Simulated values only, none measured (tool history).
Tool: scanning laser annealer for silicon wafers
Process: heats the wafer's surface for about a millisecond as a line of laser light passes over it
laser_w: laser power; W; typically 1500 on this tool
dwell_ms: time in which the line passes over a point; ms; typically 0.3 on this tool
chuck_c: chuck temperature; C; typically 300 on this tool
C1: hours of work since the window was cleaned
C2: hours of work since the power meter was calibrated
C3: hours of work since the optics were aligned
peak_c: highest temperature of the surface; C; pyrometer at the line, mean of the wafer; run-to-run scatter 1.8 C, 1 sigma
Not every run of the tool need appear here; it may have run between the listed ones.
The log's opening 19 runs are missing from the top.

{"run": 20, "hour": 665.9, "laser_w": 1500, "dwell_ms": 0.3, "chuck_c": 332, "C1": 101, "C2": 770, "C3": 1199, "peak_c": 1077}
{"run": 21, "hour": 707.7, "laser_w": 1369, "dwell_ms": 0.218, "chuck_c": 310, "C1": 132, "C2": 802, "C3": 1231, "peak_c": 887}
{"run": 22, "hour": 730.0, "laser_w": 1369, "dwell_ms": 0.218, "chuck_c": 310, "C1": 149, "C2": 818, "C3": 1248, "peak_c": 884}
{"run": 23, "hour": 763.6, "laser_w": 1547, "dwell_ms": 0.335, "chuck_c": 280, "C1": 175, "C2": 844, "C3": 1273, "peak_c": 1097}
{"run": 24, "hour": 810.6, "laser_w": 1547, "dwell_ms": 0.335, "chuck_c": 280, "C1": 210, "C2": 879, "C3": 1309, "peak_c": 1100}
{"run": 25, "hour": 859.9, "laser_w": 1511, "dwell_ms": 0.314, "chuck_c": 339, "C1": 248, "C2": 917, "C3": 1346, "peak_c": 1106}
{"run": 26, "hour": 912.1, "laser_w": 1284, "dwell_ms": 0.3, "chuck_c": 300, "C1": 287, "C2": 956, "C3": 1386, "peak_c": 909}
{"hour": 940.5, "done": "optics aligned, line set to its width"}
{"run": 27, "hour": 940.5, "laser_w": 1284, "dwell_ms": 0.3, "chuck_c": 300, "C1": 305, "C2": 974, "C3": 0, "peak_c": 906}
{"run": 28, "hour": 976.7, "laser_w": 1284, "dwell_ms": 0.308, "chuck_c": 294, "C1": 332, "C2": 1002, "C3": 27, "peak_c": 909}
{"hour": 1017.2, "done": "window over the wafer cleaned"}
{"run": 29, "hour": 1019.5, "laser_w": 1284, "dwell_ms": 0.21, "chuck_c": 294, "C1": 2, "C2": 1032, "C3": 58, "peak_c": 813}
{"run": 30, "hour": 1053.8, "laser_w": 1405, "dwell_ms": 0.293, "chuck_c": 272, "C1": 28, "C2": 1058, "C3": 84, "peak_c": 951}
{"run": 31, "hour": 1084.8, "laser_w": 1493, "dwell_ms": 0.3, "chuck_c": 300, "C1": 51, "C2": 1082, "C3": 108, "peak_c": 1044}
{"run": 32, "hour": 1124.8, "laser_w": 1429, "dwell_ms": 0.303, "chuck_c": 340, "C1": 82, "C2": 1112, "C3": 138, "peak_c": 1043}
{"run": 33, "hour": 1175.7, "laser_w": 1429, "dwell_ms": 0.288, "chuck_c": 312, "C1": 120, "C2": 1151, "C3": 177, "peak_c": 999}
{"run": 34, "hour": 1206.8, "laser_w": 1429, "dwell_ms": 0.288, "chuck_c": 312, "C1": 144, "C2": 1174, "C3": 200, "peak_c": 1002}
{"run": 35, "hour": 1230.8, "laser_w": 1292, "dwell_ms": 0.332, "chuck_c": 312, "C1": 162, "C2": 1193, "C3": 218, "peak_c": 954}
{"run": 36, "hour": 1259.8, "laser_w": 1379, "dwell_ms": 0.3, "chuck_c": 300, "C1": 184, "C2": 1215, "C3": 240, "peak_c": 966}
{"run": 37, "hour": 1311.3, "laser_w": 1412, "dwell_ms": 0.27, "chuck_c": 316, "C1": 223, "C2": 1253, "C3": 279, "peak_c": 975}
{"run": 38, "hour": 1350.7, "laser_w": 1412, "dwell_ms": 0.27, "chuck_c": 329, "C1": 253, "C2": 1283, "C3": 309, "peak_c": 988}
{"run": 39, "hour": 1376.9, "laser_w": 1412, "dwell_ms": 0.27, "chuck_c": 329, "C1": 273, "C2": 1303, "C3": 329, "peak_c": 992}
{"run": 40, "hour": 1406.6, "laser_w": 1433, "dwell_ms": 0.333, "chuck_c": 304, "C1": 295, "C2": 1326, "C3": 352, "peak_c": 1039}

Alternative continuations, all from the tool just after run 40; predict every row:
{"run": "A", "hour": 1433.5, "laser_w": 1609, "dwell_ms": 0.3, "chuck_c": 300, "C1": 315, "C2": 1346, "C3": 372, "peak_c": "?"}
{"run": "B", "hour": 1433.5, "laser_w": 1477, "dwell_ms": 0.333, "chuck_c": 304, "C1": 315, "C2": 1346, "C3": 372, "peak_c": "?"}
{"run": "C", "hour": 1433.5, "laser_w": 1644, "dwell_ms": 0.3, "chuck_c": 293, "C1": 315, "C2": 1346, "C3": 372, "peak_c": "?"}
{"run": "D", "hour": 1433.5, "laser_w": 1493, "dwell_ms": 0.313, "chuck_c": 307, "C1": 315, "C2": 1346, "C3": 372, "peak_c": "?"}

run=A peak_c=1122
run=B peak_c=1072
run=C peak_c=1140
run=D peak_c=1064
With the hidden condition removed and each run's random variation left untouched, the same runs would have given:
run=A peak_c=1122
run=B peak_c=1072
run=C peak_c=1140
run=D peak_c=1064
